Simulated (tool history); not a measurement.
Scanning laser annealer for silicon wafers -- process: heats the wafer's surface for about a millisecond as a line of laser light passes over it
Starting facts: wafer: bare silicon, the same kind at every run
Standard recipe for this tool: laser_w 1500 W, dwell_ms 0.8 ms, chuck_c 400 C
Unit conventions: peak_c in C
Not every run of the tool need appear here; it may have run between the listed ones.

| run | day | laser_w | dwell_ms | chuck_c | peak_c |
|---|---|---|---|---|---|
| 1 | 0 | 1500 | 0.8 | 400 | 1229 |
| 2 | 2.921 | 1500 | 0.8 | 400 | 1227 |
| 3 | 6.2 | 1500 | 0.8 | 400 | 1225 |
| 4 | 8.317 | 1500 | 0.657 | 400 | 1146 |
| 5 | 10.617 | 1500 | 0.861 | 400 | 1249 |
| 6 | 12.112 | 1572 | 0.8 | 400 | 1269 |
| 7 | 15.467 | 1500 | 0.764 | 400 | 1198 |
| 8 | 19.171 | 1500 | 0.764 | 400 | 1192 |
| 9 | 21.375 | 1500 | 0.764 | 400 | 1189 |
| 10 | 24.954 | 1500 | 0.764 | 400 | 1187 |
| 11 | 27.625 | 1500 | 0.764 | 400 | 1187 |
| 12 | 30.762 | 1500 | 0.764 | 400 | 1183 |
|  | 31.796 | window over the wafer cleaned |
| 13 | 33.279 | 1500 | 0.764 | 400 | 1211 |
| 14 | 36.588 | 1500 | 0.8 | 400 | 1224 |
| 15 | 38.458 | 1500 | 0.8 | 400 | 1226 |
| 16 | 41.317 | 1500 | 0.64 | 418 | 1155 |
| 17 | 43.208 | 1500 | 0.621 | 403 | 1129 |
| 18 | 46.767 | 1500 | 0.96 | 400 | 1288 |
| 19 | 48.404 | 1500 | 0.8 | 374 | 1188 |
| 20 | 50.754 | 1500 | 0.8 | 374 | 1180 |
| 21 | 52.95 | 1606 | 0.787 | 429 | 1303 |
| 22 | 55.154 | 1500 | 0.799 | 420 | 1226 |
| 23 | 57.179 | 1457 | 0.699 | 400 | 1127 |
| 24 | 60.638 | 1457 | 0.699 | 400 | 1122 |
| 25 | 64.271 | 1457 | 0.699 | 400 | 1114 |
|  | 65.929 | window over the wafer cleaned |
| 26 | 67.296 | 1457 | 0.699 | 400 | 1146 |
| 27 | 69.562 | 1457 | 0.699 | 400 | 1141 |
| 28 | 72.933 | 1494 | 0.699 | 425 | 1190 |
| 29 | 74.733 | 1518 | 0.713 | 403 | 1188 |
| 30 | 77.583 | 1518 | 0.812 | 403 | 1234 |

Consider 3 possible next runs. They are alternatives, not a sequence: every one starts from the tool as it was left by run 30. What does each give?
| A | 80.396 | 1518 | 0.585 | 403 | ? |
| B | 80.396 | 1342 | 0.618 | 412 | ? |
| C | 80.396 | 1648 | 0.939 | 403 | ? |

| run | peak_c |
|---|---|
| A | 1111 |
| B | 1035 |
| C | 1389 |
With no hidden state in the tool, these same runs would have given:
| run | peak_c |
|---|---|
| A | 1131 |
| B | 1053 |
| C | 1417 |
